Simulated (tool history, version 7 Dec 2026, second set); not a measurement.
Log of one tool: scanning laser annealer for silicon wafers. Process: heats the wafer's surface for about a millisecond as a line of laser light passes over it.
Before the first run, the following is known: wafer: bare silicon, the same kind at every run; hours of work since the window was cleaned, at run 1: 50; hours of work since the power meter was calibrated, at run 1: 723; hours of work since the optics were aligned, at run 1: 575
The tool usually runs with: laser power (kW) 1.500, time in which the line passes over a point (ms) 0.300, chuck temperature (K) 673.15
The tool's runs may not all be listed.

run	hour	laser power (kW)	time in which the line passes over a point (ms)	chuck temperature (K)	hours of work since the window was cleaned	hours of work since the power meter was calibrated	hours of work since the optics were aligned	highest temperature of the surface (K)
1	0.0	1.500	0.300	673.15	50	723	575	1434.15
2	16.8	1.500	0.300	673.15	64	736	589	1432.15
3	36.2	1.500	0.300	673.15	79	751	604	1433.15
4	56.0	1.500	0.283	673.15	94	767	619	1405.15
5	70.1	1.500	0.300	687.15	105	778	630	1444.15
6	88.6	1.500	0.300	687.15	120	792	645	1441.15
7	108.9	1.500	0.236	673.15	136	808	661	1334.15
8	127.9	1.494	0.365	673.15	151	823	676	1508.15
9	138.0	1.384	0.300	640.15	159	831	684	1339.15
10	148.1	1.287	0.220	654.15	167	839	692	1206.15
11	169.4	1.505	0.300	673.15	183	856	708	1425.15
12	181.0	1.505	0.300	673.15	192	865	717	1429.15
13	192.4	1.371	0.341	663.15	201	874	726	1403.15
14	206.0	1.371	0.225	645.15	212	884	737	1235.15

Alternative continuations, all from the tool just after run 14; predict every row:
A	217.5	1.550	0.370	672.15	221	893	746	?
B	217.5	1.532	0.239	709.15	221	893	746	?
C	217.5	1.613	0.341	645.15	221	893	746	?
D	217.5	1.500	0.315	673.15	221	893	746	?

run	highest temperature of the surface (K)
A	1540.15
B	1381.15
C	1505.15
D	1442.15
With no hidden state in the tool, these same runs would have given:
run	highest temperature of the surface (K)
A	1562.15
B	1398.15
C	1526.15
D	1461.15

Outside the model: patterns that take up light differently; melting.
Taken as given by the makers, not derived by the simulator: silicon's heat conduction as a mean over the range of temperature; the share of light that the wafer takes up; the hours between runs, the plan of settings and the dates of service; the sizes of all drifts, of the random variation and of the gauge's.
